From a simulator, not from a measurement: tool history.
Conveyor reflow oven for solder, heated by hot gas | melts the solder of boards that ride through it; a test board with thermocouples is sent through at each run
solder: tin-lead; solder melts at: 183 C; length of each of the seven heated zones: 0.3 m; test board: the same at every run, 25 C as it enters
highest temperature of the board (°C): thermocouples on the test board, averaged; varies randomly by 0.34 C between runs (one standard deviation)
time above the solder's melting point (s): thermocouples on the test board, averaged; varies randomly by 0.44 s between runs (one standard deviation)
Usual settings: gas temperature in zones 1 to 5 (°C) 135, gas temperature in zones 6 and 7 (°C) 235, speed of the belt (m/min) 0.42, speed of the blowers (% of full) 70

run     day  gas temperature in zones 1 to 5 (°C)  gas temperature in zones 6 and 7 (°C)  speed of the belt (m/min)  speed of the blowers (% of full)  highest temperature of the board (°C)  time above the solder's melting point (s)
  1       0                                   135                                    235                       0.42                                70                                  217.6                                       62.4
  2   2.729                                   135                                    235                       0.42                                70                                  217.2                                       62.6
  3   5.054                                   135                                    235                       0.42                                70                                  217.3                                       62.2
  4   6.858                                   135                                    235                       0.42                                70                                  217.6                                       62.5
        9.2  -- flux residue cleaned out of gas plates and filters
  5   9.442                                   135                                    235                       0.42                                80                                  219.8                                       65.7
  6  11.054                                   135                                    235                       0.42                                70                                  217.6                                       63.4
  7  13.875                                   125                                    235                       0.42                                70                                  215.9                                       57.6
  8  16.625                                   135                                    235                       0.42                                70                                  217.2                                       62.7
  9  19.842                                   135                                    226                       0.42                                70                                  209.7                                       55.5
 10   22.15                                   135                                    241                       0.42                                70                                  222.9                                       66.5
 11  25.188                                   135                                    241                       0.42                                70                                  222.3                                         67
     25.979  -- thermocouples of zones 6 and 7 changed
 12   27.65                                   135                                    227                      0.459                                70                                  207.2                                       48.1
     28.092  -- flux residue cleaned out of gas plates and filters
 13    30.1                                   150                                    227                      0.459                                70                                  210.4                                       57.6
 14  33.212                                   130                                    235                       0.42                                62                                  213.3                                       57.1
 15  34.767                                   127                                    230                      0.481                                62                                  203.2                                       37.5
 16  36.962                                   127                                    230                      0.481                                62                                  203.4                                       37.2
 17  39.333                                   136                                    235                      0.383                                52                                  214.8                                       65.4
 18  40.754                                   136                                    235                      0.383                                52                                  214.2                                       65.1
 19  43.971                                   148                                    249                      0.435                                87                                  234.7                                       77.1
 20  45.908                                   140                                    249                      0.432                                87                                  234.5                                       74.2
     46.833  -- flux residue cleaned out of gas plates and filters
 21  48.246                                   132                                    247                      0.363                                87                                  236.2                                       87.4
 22  50.146                                   120                                    235                      0.366                                70                                  219.7                                       69.2

Each row is a separate what-if for the run after 22, all from the same tool condition, not one after another. Results?
  A  52.912                                   120                                    247                      0.437                                70                                      ?                                          ?
  B  52.912                                   120                                    224                      0.377                                80                                      ?                                          ?
  C  52.912                                   120                                    235                      0.491                                61                                      ?                                          ?
  D  52.912                                   120                                    244                      0.366                                70                                      ?                                          ?

run  highest temperature of the board (°C)  time above the solder's melting point (s)
  A                                  223.6                                         60
  B                                  211.7                                       60.1
  C                                  204.5                                       35.2
  D                                  228.2                                       76.1
The same runs, with their run-to-run variation unchanged, on a tool lacking any hidden condition would have given:
run  highest temperature of the board (°C)  time above the solder's melting point (s)
  A                                  223.5                                       59.9
  B                                  211.6                                         60
  C                                  204.5                                       35.1
  D                                  228.1                                         76
